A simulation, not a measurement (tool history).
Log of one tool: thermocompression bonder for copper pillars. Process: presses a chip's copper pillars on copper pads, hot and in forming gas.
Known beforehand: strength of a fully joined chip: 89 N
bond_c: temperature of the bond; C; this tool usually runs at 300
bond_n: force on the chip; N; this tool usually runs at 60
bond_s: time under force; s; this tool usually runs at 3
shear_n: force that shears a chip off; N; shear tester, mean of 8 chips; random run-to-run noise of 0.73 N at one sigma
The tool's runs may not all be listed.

{"run": 1, "hour": 0.0, "bond_c": 300, "bond_n": 60, "bond_s": 3, "shear_n": 52.2}
{"run": 2, "hour": 17.7, "bond_c": 300, "bond_n": 60, "bond_s": 3, "shear_n": 51.6}
{"run": 3, "hour": 33.0, "bond_c": 300, "bond_n": 60, "bond_s": 3, "shear_n": 50.2}
{"run": 4, "hour": 46.4, "bond_c": 300, "bond_n": 60, "bond_s": 3, "shear_n": 50.6}
{"run": 5, "hour": 64.9, "bond_c": 300, "bond_n": 60, "bond_s": 3, "shear_n": 49.7}
{"run": 6, "hour": 72.3, "bond_c": 300, "bond_n": 60, "bond_s": 2, "shear_n": 45.4}
{"run": 7, "hour": 89.1, "bond_c": 300, "bond_n": 60, "bond_s": 2, "shear_n": 45.7}
{"run": 8, "hour": 99.6, "bond_c": 300, "bond_n": 60, "bond_s": 3, "shear_n": 51.3}
{"run": 9, "hour": 107.8, "bond_c": 300, "bond_n": 60, "bond_s": 3, "shear_n": 51.3}
{"hour": 121.7, "done": "force cell calibrated"}
{"run": 10, "hour": 121.7, "bond_c": 272, "bond_n": 60, "bond_s": 3, "shear_n": 35.4}
{"run": 11, "hour": 132.8, "bond_c": 272, "bond_n": 60, "bond_s": 3, "shear_n": 35.1}
{"run": 12, "hour": 145.3, "bond_c": 300, "bond_n": 55, "bond_s": 3, "shear_n": 47.2}
{"run": 13, "hour": 153.6, "bond_c": 300, "bond_n": 59, "bond_s": 3, "shear_n": 48.2}
{"run": 14, "hour": 163.9, "bond_c": 300, "bond_n": 59, "bond_s": 3, "shear_n": 48.7}
{"run": 15, "hour": 174.3, "bond_c": 300, "bond_n": 59, "bond_s": 3, "shear_n": 49.6}
{"run": 16, "hour": 182.8, "bond_c": 300, "bond_n": 59, "bond_s": 3, "shear_n": 49.2}
{"hour": 185.0, "done": "forming gas filter changed"}
{"run": 17, "hour": 201.5, "bond_c": 274, "bond_n": 70, "bond_s": 2, "shear_n": 38.5}
{"run": 18, "hour": 214.0, "bond_c": 284, "bond_n": 78, "bond_s": 3, "shear_n": 54.4}
{"run": 19, "hour": 228.7, "bond_c": 284, "bond_n": 78, "bond_s": 3, "shear_n": 55.9}
{"run": 20, "hour": 239.9, "bond_c": 288, "bond_n": 60, "bond_s": 7, "shear_n": 60.6}
{"run": 21, "hour": 250.7, "bond_c": 315, "bond_n": 72, "bond_s": 8, "shear_n": 79.0}
{"run": 22, "hour": 266.5, "bond_c": 300, "bond_n": 38, "bond_s": 3, "shear_n": 38.8}
{"run": 23, "hour": 277.3, "bond_c": 322, "bond_n": 53, "bond_s": 6, "shear_n": 70.8}
{"run": 24, "hour": 287.8, "bond_c": 286, "bond_n": 89, "bond_s": 2, "shear_n": 53.3}
{"run": 25, "hour": 305.9, "bond_c": 286, "bond_n": 89, "bond_s": 4, "shear_n": 64.0}
{"run": 26, "hour": 321.2, "bond_c": 286, "bond_n": 89, "bond_s": 4, "shear_n": 63.4}
{"run": 27, "hour": 329.8, "bond_c": 300, "bond_n": 57, "bond_s": 3, "shear_n": 51.8}
{"run": 28, "hour": 339.1, "bond_c": 300, "bond_n": 46, "bond_s": 8, "shear_n": 57.2}
{"run": 29, "hour": 347.7, "bond_c": 300, "bond_n": 42, "bond_s": 4, "shear_n": 46.3}
{"run": 30, "hour": 359.2, "bond_c": 278, "bond_n": 42, "bond_s": 4, "shear_n": 35.1}
{"run": 31, "hour": 368.0, "bond_c": 324, "bond_n": 39, "bond_s": 7, "shear_n": 62.9}

Below are 3 alternative next runs, each starting from the tool's condition after run 31. Predict each:
{"run": "A", "hour": 378.7, "bond_c": 288, "bond_n": 57, "bond_s": 3, "shear_n": "?"}
{"run": "B", "hour": 378.7, "bond_c": 279, "bond_n": 40, "bond_s": 7, "shear_n": "?"}
{"run": "C", "hour": 378.7, "bond_c": 322, "bond_n": 60, "bond_s": 5, "shear_n": "?"}

run=A shear_n=45.7
run=B shear_n=42.1
run=C shear_n=71.3
With the hidden condition removed and each run's random variation left untouched, the same runs would have given:
run=A shear_n=45.2
run=B shear_n=41.5
run=C shear_n=72.1

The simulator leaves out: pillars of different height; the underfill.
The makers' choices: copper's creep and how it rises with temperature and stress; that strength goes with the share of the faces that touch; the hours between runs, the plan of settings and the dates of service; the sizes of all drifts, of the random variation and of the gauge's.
